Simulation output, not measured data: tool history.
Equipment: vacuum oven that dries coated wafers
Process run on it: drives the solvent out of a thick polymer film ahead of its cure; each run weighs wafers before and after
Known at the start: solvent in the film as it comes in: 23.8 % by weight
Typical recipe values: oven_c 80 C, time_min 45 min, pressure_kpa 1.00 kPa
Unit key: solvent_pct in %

Run 1, hour 0.0: usual settings. Result: solvent_pct 2.61 %.
Run 2, hour 6.0: usual settings but pressure_kpa 2.25 kPa. Result: solvent_pct 4.01 %.
Run 3, hour 13.4: usual settings but pressure_kpa 2.25 kPa. Result: solvent_pct 3.98 %.
Run 4, hour 23.9: usual settings but time_min 62 min. Result: solvent_pct 1.75 %.
Run 5, hour 30.9: usual settings but time_min 62 min. Result: solvent_pct 1.72 %.
Run 6, hour 36.9: usual settings but time_min 62 min. Result: solvent_pct 1.69 %.
Run 7, hour 43.3: usual settings but oven_c 84 C. Result: solvent_pct 1.69 %.
Run 8, hour 50.5: usual settings but oven_c 84 C. Result: solvent_pct 1.78 %.
Run 9, hour 58.0: usual settings but oven_c 84 C. Result: solvent_pct 1.84 %.
Run 10, hour 70.7: usual settings but oven_c 84 C. Result: solvent_pct 1.73 %.
Run 11, hour 80.1: usual settings but oven_c 84 C. Result: solvent_pct 1.73 %.
Run 12, hour 92.2: usual settings. Result: solvent_pct 2.60 %.
Run 13, hour 100.5: usual settings but pressure_kpa 1.33 kPa. Result: solvent_pct 3.04 %.
Run 14, hour 112.6: usual settings. Result: solvent_pct 2.65 %.
Run 15, hour 118.6: usual settings. Result: solvent_pct 2.59 %.
Run 16, hour 124.5: usual settings. Result: solvent_pct 2.66 %.
Run 17, hour 136.7: usual settings but oven_c 88 C, time_min 29 min, pressure_kpa 2.59 kPa. Result: solvent_pct 3.55 %.
Run 18, hour 147.4: usual settings but oven_c 88 C, time_min 29 min, pressure_kpa 2.59 kPa. Result: solvent_pct 3.59 %.
Run 19, hour 155.9: usual settings but oven_c 88 C, time_min 29 min, pressure_kpa 2.59 kPa. Result: solvent_pct 3.60 %.

Forecast run 20:
Run 20, hour 161.5: usual settings but oven_c 87 C, pressure_kpa 1.17 kPa. Result: solvent_pct ?.

{"run 20": {"solvent_pct": 1.45}}
The same run, on a tool lacking any hidden state, would have yielded solvent_pct 1.32 %.
